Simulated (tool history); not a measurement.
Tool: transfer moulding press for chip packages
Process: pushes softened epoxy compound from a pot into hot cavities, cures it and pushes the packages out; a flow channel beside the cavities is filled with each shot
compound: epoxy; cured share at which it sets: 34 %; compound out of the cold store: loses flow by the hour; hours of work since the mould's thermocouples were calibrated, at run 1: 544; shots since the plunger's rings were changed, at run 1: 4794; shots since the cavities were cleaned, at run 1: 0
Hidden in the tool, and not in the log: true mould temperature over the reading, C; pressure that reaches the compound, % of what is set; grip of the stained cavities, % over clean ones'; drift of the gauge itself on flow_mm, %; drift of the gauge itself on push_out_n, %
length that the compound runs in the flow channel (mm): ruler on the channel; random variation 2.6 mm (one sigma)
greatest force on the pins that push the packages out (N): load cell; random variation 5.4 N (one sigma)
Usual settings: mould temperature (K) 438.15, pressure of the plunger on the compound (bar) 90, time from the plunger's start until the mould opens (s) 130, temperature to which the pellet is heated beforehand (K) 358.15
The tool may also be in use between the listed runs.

run,hour,mould temperature (K),pressure of the plunger on the compound (bar),time from the plunger's start until the mould opens (s),temperature to which the pellet is heated beforehand (K),hours of work since the mould's thermocouples were calibrated,shots since the plunger's rings were changed,shots since the cavities were cleaned,incoming compound's hours out of the cold store,length that the compound runs in the flow channel (mm),greatest force on the pins that push the packages out (N)
1,0,438.15,90,130,358.15,544,4794,0,25.6,667,189
2,83,438.15,90,130,358.15,595,5593,799,43.2,616,247
# hour 90.9: cavities cleaned with cleaning compound and waxed
# hour 111.5: mould's thermocouples calibrated
# hour 172.3: plunger's sealing rings changed
3,172.3,444.15,90,130,358.15,36,0,739,12.9,703,219
# hour 185.6: cavities cleaned with cleaning compound and waxed
4,221.8,444.15,90,130,358.15,66,462,348,27.2,657,193
# hour 268.8: mould's thermocouples calibrated, once more
# hour 276: cavities cleaned with cleaning compound and waxed
5,292.7,444.15,90,130,358.15,14,1110,161,22.2,676,179
# hour 366.3: cavities cleaned with cleaning compound and waxed
6,368.8,438.15,75.5,130,358.15,60,1826,23,32.2,614,180
7,433.9,438.15,75.5,130,358.15,100,2452,649,19.1,650,245
# hour 455.8: cavities cleaned with cleaning compound and waxed
8,525,438.15,90,130,358.15,156,3314,665,42,632,244
# hour 547.7: cavities cleaned with cleaning compound and waxed
9,583.8,438.15,90,130,358.15,191,3865,347,15.8,707,217
10,626.1,438.15,90,130,358.15,217,4271,753,36.8,640,240
# hour 635.6: cavities cleaned with cleaning compound and waxed
11,697.4,438.15,90,115,366.15,260,4943,595,18,691,259
# hour 725.4: cavities cleaned with cleaning compound and waxed
12,775.7,441.15,94,144,353.15,308,5681,484,11,713,207
# hour 813.8: cavities cleaned with cleaning compound and waxed
# hour 850.4: plunger's sealing rings changed
13,850.4,437.15,94.8,149,357.15,352,0,328,19.6,739,206
# hour 908.3: cavities cleaned with cleaning compound and waxed
14,914,437.15,94.8,149,357.15,390,597,55,43.4,661,179
15,967,433.15,90,130,358.15,423,1106,564,40.8,665,286
# hour 998: cavities cleaned with cleaning compound and waxed
16,1055.1,439.15,90,128,358.15,476,1939,549,46.9,618,224
# hour 1087.3: cavities cleaned with cleaning compound and waxed
17,1094.2,439.15,73.8,128,358.15,500,2300,66,38.2,580,185
18,1151.1,438.15,98.3,135,366.15,535,2848,614,19,733,224
# hour 1175.3: cavities cleaned with cleaning compound and waxed
19,1235.7,443.15,104.6,135,366.15,586,3646,580,17.1,729,206
# hour 1263.3: cavities cleaned with cleaning compound and waxed
# hour 1277.6: mould's thermocouples calibrated
20,1307.1,433.15,104.6,135,353.15,18,4299,402,42.7,697,282

3 ways to go on from here, each from the tool as it stands after run 20. What would each give?
# hour 1351.9: cavities cleaned with cleaning compound and waxed
A,1351.9,437.15,88.8,135,358.15,45,4715,0,28.5,?,?
# hour 1351.9: cavities cleaned with cleaning compound and waxed
B,1351.9,443.15,90,130,358.15,45,4715,0,14.3,?,?
# hour 1351.9: cavities cleaned with cleaning compound and waxed
C,1351.9,440.15,101.1,164,358.15,45,4715,0,28.7,?,?

run,length that the compound runs in the flow channel (mm),greatest force on the pins that push the packages out (N)
A,662,182
B,684,164
C,690,167
Without the tool's hidden state the same runs would have given:
run,length that the compound runs in the flow channel (mm),greatest force on the pins that push the packages out (N)
A,688,181
B,711,161
C,717,165
